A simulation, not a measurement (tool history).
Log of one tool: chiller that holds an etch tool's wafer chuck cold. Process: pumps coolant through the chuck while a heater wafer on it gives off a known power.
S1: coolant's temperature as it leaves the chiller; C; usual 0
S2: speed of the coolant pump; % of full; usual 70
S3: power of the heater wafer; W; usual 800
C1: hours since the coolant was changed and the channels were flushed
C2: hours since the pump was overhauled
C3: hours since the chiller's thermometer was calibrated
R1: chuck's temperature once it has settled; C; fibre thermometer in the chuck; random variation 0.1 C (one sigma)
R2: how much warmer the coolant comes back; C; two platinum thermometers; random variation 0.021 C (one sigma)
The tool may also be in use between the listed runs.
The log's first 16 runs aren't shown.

{"run": 17, "hour": 2439.6, "S1": -3, "S2": 71, "S3": 800, "C1": 7674, "C2": 5120, "C3": 1405, "R1": 3, "R2": 2.78}
{"run": 18, "hour": 2535.7, "S1": 1, "S2": 93, "S3": 800, "C1": 7770, "C2": 5216, "C3": 1501, "R1": 5.8, "R2": 2.11}
{"run": 19, "hour": 2714.5, "S1": -5, "S2": 90, "S3": 800, "C1": 7949, "C2": 5395, "C3": 1680, "R1": 0.3, "R2": 2.24}
{"hour": 2854.2, "done": "coolant changed, channels flushed"}
{"run": 20, "hour": 2890.7, "S1": -5, "S2": 90, "S3": 800, "C1": 36, "C2": 5565, "C3": 1850, "R1": 0.1, "R2": 2.25}
{"hour": 2930.0, "done": "gauge calibrated"}
{"run": 21, "hour": 3049.8, "S1": 0, "S2": 70, "S3": 900, "C1": 196, "C2": 5724, "C3": 2009, "R1": 6.8, "R2": 2.92}
{"run": 22, "hour": 3193.3, "S1": -7, "S2": 65, "S3": 435, "C1": 339, "C2": 5868, "C3": 2153, "R1": -3.5, "R2": 1.56}
{"hour": 3345.4, "done": "chiller's thermometer calibrated"}
{"run": 23, "hour": 3345.4, "S1": -7, "S2": 88, "S3": 754, "C1": 490, "C2": 6019, "C3": 0, "R1": -2.2, "R2": 1.95}
{"run": 24, "hour": 3542.5, "S1": -7, "S2": 88, "S3": 754, "C1": 687, "C2": 6216, "C3": 197, "R1": -2.2, "R2": 1.94}
{"run": 25, "hour": 3645.7, "S1": -7, "S2": 88, "S3": 417, "C1": 790, "C2": 6319, "C3": 300, "R1": -4.2, "R2": 1.09}
{"run": 26, "hour": 3813.9, "S1": 4, "S2": 88, "S3": 799, "C1": 959, "C2": 6487, "C3": 469, "R1": 9.2, "R2": 2.12}
{"run": 27, "hour": 3953.1, "S1": 4, "S2": 92, "S3": 931, "C1": 1098, "C2": 6627, "C3": 608, "R1": 9.9, "R2": 2.34}
{"run": 28, "hour": 4111.2, "S1": 4, "S2": 65, "S3": 800, "C1": 1256, "C2": 6785, "C3": 766, "R1": 10.5, "R2": 2.94}
{"run": 29, "hour": 4198.3, "S1": 4, "S2": 74, "S3": 488, "C1": 1343, "C2": 6872, "C3": 853, "R1": 7.6, "R2": 1.58}
{"run": 30, "hour": 4384.2, "S1": 4, "S2": 74, "S3": 488, "C1": 1529, "C2": 7058, "C3": 1039, "R1": 7.4, "R2": 1.63}
{"run": 31, "hour": 4565.4, "S1": 4, "S2": 82, "S3": 544, "C1": 1710, "C2": 7239, "C3": 1220, "R1": 7.7, "R2": 1.65}

Forecast each of these 5 alternatives for the next run:
{"run": "A", "hour": 4665.6, "S1": 4, "S2": 82, "S3": 723, "C1": 1810, "C2": 7339, "C3": 1320, "R1": "?", "R2": "?"}
{"run": "B", "hour": 4665.6, "S1": -4, "S2": 78, "S3": 1174, "C1": 1810, "C2": 7339, "C3": 1320, "R1": "?", "R2": "?"}
{"run": "C", "hour": 4665.6, "S1": -9, "S2": 70, "S3": 624, "C1": 1810, "C2": 7339, "C3": 1320, "R1": "?", "R2": "?"}
{"run": "D", "hour": 4665.6, "S1": 0, "S2": 84, "S3": 800, "C1": 1810, "C2": 7339, "C3": 1320, "R1": "?", "R2": "?"}
{"run": "E", "hour": 4665.6, "S1": -7, "S2": 69, "S3": 652, "C1": 1810, "C2": 7339, "C3": 1320, "R1": "?", "R2": "?"}

run=A R1=8.6 R2=2.1
run=B R1=4.3 R2=3.52
run=C R1=-4.2 R2=2.19
run=D R1=5.5 R2=2.28
run=E R1=-1.8 R2=2.3
Without the tool's hidden state the same runs would have given:
run=A R1=8.6 R2=1.93
run=B R1=4.3 R2=3.34
run=C R1=-4.2 R2=2.01
run=D R1=5.5 R2=2.11
run=E R1=-1.8 R2=2.13
